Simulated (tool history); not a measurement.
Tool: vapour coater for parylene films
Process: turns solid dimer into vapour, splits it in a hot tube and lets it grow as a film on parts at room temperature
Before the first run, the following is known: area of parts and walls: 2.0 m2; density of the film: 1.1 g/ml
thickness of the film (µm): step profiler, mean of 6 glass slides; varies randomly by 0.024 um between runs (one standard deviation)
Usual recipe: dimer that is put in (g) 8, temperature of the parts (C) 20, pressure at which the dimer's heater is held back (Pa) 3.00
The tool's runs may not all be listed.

run   hour  dimer that is put in (g)  temperature of the parts (C)  pressure at which the dimer's heater is held back (Pa)  thickness of the film (µm)
  1    0.0                         8                            20                                                    3.00                        1.84
       5.3  -- trap's valve overhauled
  2   32.4                         8                            20                                                    2.29                        1.94
  3   51.3                         5                            20                                                    3.00                        1.17
  4   66.5                         5                            20                                                    3.00                        1.15
  5   84.4                         5                            20                                                    3.00                        1.20
  6  114.0                        10                            20                                                    3.00                        2.32
  7  142.3                         8                            20                                                    3.00                        1.81
  8  167.6                         8                            20                                                    3.00                        1.86
  9  184.4                         8                            20                                                    3.00                        1.83
 10  203.7                         8                            20                                                    3.00                        1.87
 11  229.8                         8                            20                                                    3.00                        1.86
 12  248.9                         8                            20                                                    3.00                        1.80
 13  269.6                         8                            20                                                    3.00                        1.88
 14  285.1                         8                            20                                                    3.00                        1.84
 15  315.4                         8                            20                                                    3.00                        1.86
 16  343.8                         8                            20                                                    3.00                        1.85
 17  376.7                         8                            28                                                    2.43                        1.72
 18  391.5                         4                            25                                                    2.43                        0.93
 19  416.2                         4                            25                                                    2.43                        0.87
 20  439.0                         4                            25                                                    2.43                        0.89
 21  465.3                         8                            15                                                    3.03                        2.01
 22  480.6                         8                            15                                                    3.03                        2.01
 23  498.0                         8                            15                                                    3.03                        2.03
 24  525.3                         3                            28                                                    2.76                        0.61
 25  541.8                         3                            27                                                    7.16                        0.53
 26  562.5                         6                            14                                                    3.00                        1.53
 27  581.6                         7                            23                                                    9.91                        1.15
 28  596.9                         7                            13                                                    7.33                        1.51
 29  626.3                         7                            13                                                    7.33                        1.53
 30  651.7                         7                            13                                                    7.33                        1.43
 31  670.5                         8                            20                                                   10.35                        1.36

4 ways to go on from here, each from the tool as it stands after run 31. What would each give?
  A  685.6                         8                            20                                                    9.25                           ?
  B  685.6                        13                            22                                                   10.35                           ?
  C  685.6                         8                            26                                                    2.12                           ?
  D  685.6                         9                            20                                                    8.76                           ?

run  thickness of the film (µm)
  A                        1.42
  B                        2.21
  C                        1.80
  D                        1.63
Take away the tool's hidden state, keep each run's random variation, and the runs would have read:
run  thickness of the film (µm)
  A                        1.42
  B                        2.21
  C                        1.80
  D                        1.63

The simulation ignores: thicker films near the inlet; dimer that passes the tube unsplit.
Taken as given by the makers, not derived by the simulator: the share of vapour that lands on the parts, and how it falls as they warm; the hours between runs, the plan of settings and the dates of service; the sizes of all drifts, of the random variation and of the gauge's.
